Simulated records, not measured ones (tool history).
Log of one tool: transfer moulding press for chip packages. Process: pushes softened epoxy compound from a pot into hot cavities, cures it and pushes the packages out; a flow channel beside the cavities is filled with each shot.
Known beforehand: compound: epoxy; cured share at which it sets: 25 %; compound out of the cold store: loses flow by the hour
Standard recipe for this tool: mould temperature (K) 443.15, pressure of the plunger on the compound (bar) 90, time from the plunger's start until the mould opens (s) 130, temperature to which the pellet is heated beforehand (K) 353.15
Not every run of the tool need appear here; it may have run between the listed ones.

run   hour  mould temperature (K)  pressure of the plunger on the compound (bar)  time from the plunger's start until the mould opens (s)  temperature to which the pellet is heated beforehand (K)  incoming compound's hours out of the cold store  length that the compound runs in the flow channel (mm)  greatest force on the pins that push the packages out (N)
  1      0                 443.15                                             90                                                      130                                                    353.15                                             23.9                                                     752                                                        370
  2   54.6                 443.15                                             90                                                      130                                                    353.15                                             22.9                                                     751                                                        400
  3   89.6                 443.15                                             90                                                      130                                                    353.15                                             32.5                                                     696                                                        396
     110.9  -- cavities cleaned with cleaning compound and waxed
  4  145.5                 443.15                                             90                                                      130                                                    353.15                                             42.3                                                     665                                                        374
  5  188.1                 443.15                                          100.2                                                      130                                                    353.15                                              9.5                                                     865                                                        388
  6  218.9                 443.15                                          100.2                                                      130                                                    353.15                                             35.6                                                     728                                                        370
     224.1  -- plunger's sealing rings changed
     231.4  -- cavities cleaned with cleaning compound and waxed
  7  267.3                 443.15                                          100.2                                                      130                                                    353.15                                             34.9                                                     730                                                        372
  8    316                 450.15                                             90                                                      130                                                    353.15                                             18.5                                                     743                                                        368
  9    340                 450.15                                           98.5                                                      130                                                    353.15                                             44.1                                                     672                                                        363
     350.6  -- cavities cleaned with cleaning compound and waxed
 10  390.1                 443.15                                             90                                                      130                                                    348.15                                             45.2                                                     653                                                        375
 11  417.8                 443.15                                             90                                                      130                                                    348.15                                             31.1                                                     717                                                        386
     467.8  -- cavities cleaned with cleaning compound and waxed
 12  477.7                 440.15                                             90                                                      130                                                    348.15                                             21.7                                                     770                                                        411
 13  529.6                 440.15                                             90                                                      130                                                    348.15                                               29                                                     728                                                        422
 14    579                 439.15                                           79.4                                                      166                                                    348.15                                             37.6                                                     659                                                        374
     585.6  -- cavities cleaned with cleaning compound and waxed
 15  610.9                 439.15                                           79.4                                                      166                                                    348.15                                              8.9                                                     785                                                        372
 16  648.2                 439.15                                           79.4                                                      166                                                    348.15                                             21.9                                                     730                                                        390
     659.3  -- mould's thermocouples calibrated
 17  689.5                 439.15                                           79.4                                                      166                                                    348.15                                             28.7                                                     693                                                        373
     704.4  -- cavities cleaned with cleaning compound and waxed
 18  727.8                 439.15                                           79.4                                                      166                                                    348.15                                             28.6                                                     695                                                        378
 19    763                 446.15                                           90.7                                                      166                                                    348.15                                             47.6                                                     638                                                        366
 20  792.6                 444.15                                           76.9                                                      120                                                    362.15                                             47.8                                                     595                                                        381
     809.3  -- plunger's sealing rings changed
     825.9  -- cavities cleaned with cleaning compound and waxed
 21  838.1                 443.15                                             99                                                      130                                                    359.15                                             32.3                                                     743                                                        383
 22  889.6                 443.15                                             90                                                      130                                                    352.15                                               12                                                     810                                                        396
 23  928.7                 443.15                                             90                                                      135                                                    353.15                                             40.1                                                     677                                                        397
     944.7  -- cavities cleaned with cleaning compound and waxed
 24  955.3                 443.15                                             90                                                      121                                                    353.15                                             39.5                                                     665                                                        387
 25  994.8                 443.15                                             90                                                      121                                                    353.15                                             24.2                                                     751                                                        412

Branching from run 25: 3 alternative next runs. What would each branch give?
  A  1051.9                 442.15                                             90                                                      130                                                    343.15                                             24.7                                                       ?                                                          ?
  B  1051.9                 443.15                                             90                                                      121                                                    363.15                                             17.5                                                       ?                                                          ?
  C  1051.9                 437.15                                             90                                                      130                                                    356.15                                             23.2                                                       ?                                                          ?

run  length that the compound runs in the flow channel (mm)  greatest force on the pins that push the packages out (N)
  A                                                     742                                                        397
  B                                                     782                                                        413
  C                                                     775                                                        494
Without the tool's hidden state the same runs would have given:
run  length that the compound runs in the flow channel (mm)  greatest force on the pins that push the packages out (N)
  A                                                     743                                                        391
  B                                                     783                                                        407
  C                                                     775                                                        487
